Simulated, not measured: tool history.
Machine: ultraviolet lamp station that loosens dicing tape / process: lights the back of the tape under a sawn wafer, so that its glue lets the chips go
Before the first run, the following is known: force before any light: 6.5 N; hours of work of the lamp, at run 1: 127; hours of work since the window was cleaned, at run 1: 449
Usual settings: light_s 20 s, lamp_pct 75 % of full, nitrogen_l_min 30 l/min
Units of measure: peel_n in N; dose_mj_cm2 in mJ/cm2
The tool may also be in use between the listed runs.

run    day  light_s  lamp_pct  nitrogen_l_min  hours of work of the lamp  hours of work since the window was cleaned  peel_n  dose_mj_cm2
  1      0       20        75              30                        127                                         449   0.704          273
  2  0.396       20        75              30                        131                                         454   0.728          268
  3  0.658       20        75              30                        134                                         457   0.717          265
  4  1.092       10        75              30                        139                                         461   2.075          135
  5  1.525       10        75              30                        144                                         466   2.106          136
  6  1.762       10        75              30                        146                                         469   2.141          133
  7  2.112       10        75              30                        150                                         473   2.083          133
  8  2.462       20        75              15                        154                                         477   1.221          265
  9  2.921       20        75              15                        159                                         482   1.197          266
 10  3.329       26        84              45                        164                                         486   0.258          383
 11  3.688       26        84              45                        168                                         490   0.263          385
 12  4.042       26        84              45                        172                                         494   0.268          385
 13  4.275       12        75              57                        174                                         497   1.282          157
 14  4.479       12        77              57                        176                                         499   1.255          163
 15    4.8       12        77              57                        180                                         502   1.253          163

Some steps in peel_n between neighbouring runs. How much of each would the tool show without its hidden state too (settings, what came in, random variation), and how much is left for the hidden state, with any gauge scatter that isn't in both results?
The hidden state here: lamp's light, % of a new lamp's; light that the window lets through, % of a clean one's; drift of the gauge itself on peel_n, %; drift of the gauge itself on dose_mj_cm2, %.
Run 3 -> 4: light_s 20 -> 10. peel_n +1.358 N: hidden state +0.154, all else +1.204.
Run 12 -> 13: light_s 26 -> 12, lamp_pct 84 -> 75, nitrogen_l_min 45 -> 57. peel_n +1.014 N: hidden state +0.239, all else +0.775.
